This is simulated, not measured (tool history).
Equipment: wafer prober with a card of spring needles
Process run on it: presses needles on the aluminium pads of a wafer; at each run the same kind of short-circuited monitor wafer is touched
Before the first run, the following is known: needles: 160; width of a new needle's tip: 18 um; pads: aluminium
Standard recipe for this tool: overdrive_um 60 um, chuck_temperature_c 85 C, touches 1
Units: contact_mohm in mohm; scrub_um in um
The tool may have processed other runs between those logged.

run     day  overdrive_um  chuck_temperature_c  touches  contact_mohm  scrub_um
  1   0.000            60                   85        1           140     15.01
      1.125  -- tips cleaned on abrasive film
      1.333  -- height of the first contact set anew
  2   1.658            60                   85        1           139     14.98
      3.062  -- tips cleaned on abrasive film
  3   3.188            60                   85        1           138     14.96
  4   4.950            75                   85        1           133     18.73
      5.042  -- tips cleaned on abrasive film
  5   5.717            75                   85        1           137     18.72
      6.979  -- tips cleaned on abrasive film
  6   7.138            75                   85        1           132     18.66
  7   8.000            60                   89        1           142     14.99
      9.033  -- tips cleaned on abrasive film
  8   9.342            60                   85        3           138     14.95
     10.975  -- tips cleaned on abrasive film
  9  11.038            60                   85        3           142     14.94
 10  12.329            60                   85        3           139     14.93
     12.962  -- tips cleaned on abrasive film
 11  13.962            60                   85        3           139     14.94
     14.925  -- tips cleaned on abrasive film
 12  15.025            60                   85        1           139     14.87
 13  16.550            60                   85        2           140     14.89
     16.946  -- tips cleaned on abrasive film
 14  17.896            60                   85        1           140     14.90
 15  18.671            60                   85        1           138     14.88
     18.896  -- tips cleaned on abrasive film
 16  20.046            60                   85        1           140     14.90
     20.896  -- tips cleaned on abrasive film
 17  21.504            60                   85        1           138     14.86
     22.017  -- gauge calibrated
 18  22.679            60                   85        1           140     15.02
     22.921  -- tips cleaned on abrasive film
 19  23.850            60                   85        1           138     14.99
     24.879  -- tips cleaned on abrasive film
 20  24.879            70                   54        2           129     17.49
 21  26.646            70                   54        2           131     17.50
     26.933  -- tips cleaned on abrasive film
 22  27.383            60                   26        2           129     15.00
 23  28.525            69                   61        3           133     17.22
     28.896  -- tips cleaned on abrasive film
 24  29.667            69                   61        1           132     17.17
     30.929  -- tips cleaned on abrasive film
 25  31.392            60                   26        2           129     14.94
 26  32.654            60                   38        2           132     14.91
     32.921  -- tips cleaned on abrasive film
     33.754  -- height of the first contact set anew
 27  34.271            60                   85        1           136     14.90
     34.858  -- tips cleaned on abrasive film
 28  35.954            60                   85        1           136     14.94
     36.825  -- tips cleaned on abrasive film
 29  37.554            67                   34        1           129     16.65
     38.783  -- tips cleaned on abrasive film
 30  38.842            43                  109        1           154     10.66

Predict the results of run 31:
 31  40.458            60                   47        1             ?         ?

contact_mohm: 133 mohm
scrub_um: 14.87 um
On a tool with no hidden condition, and with the same random variation, this run would have come out at contact_mohm 133 mohm, scrub_um 14.99 um.
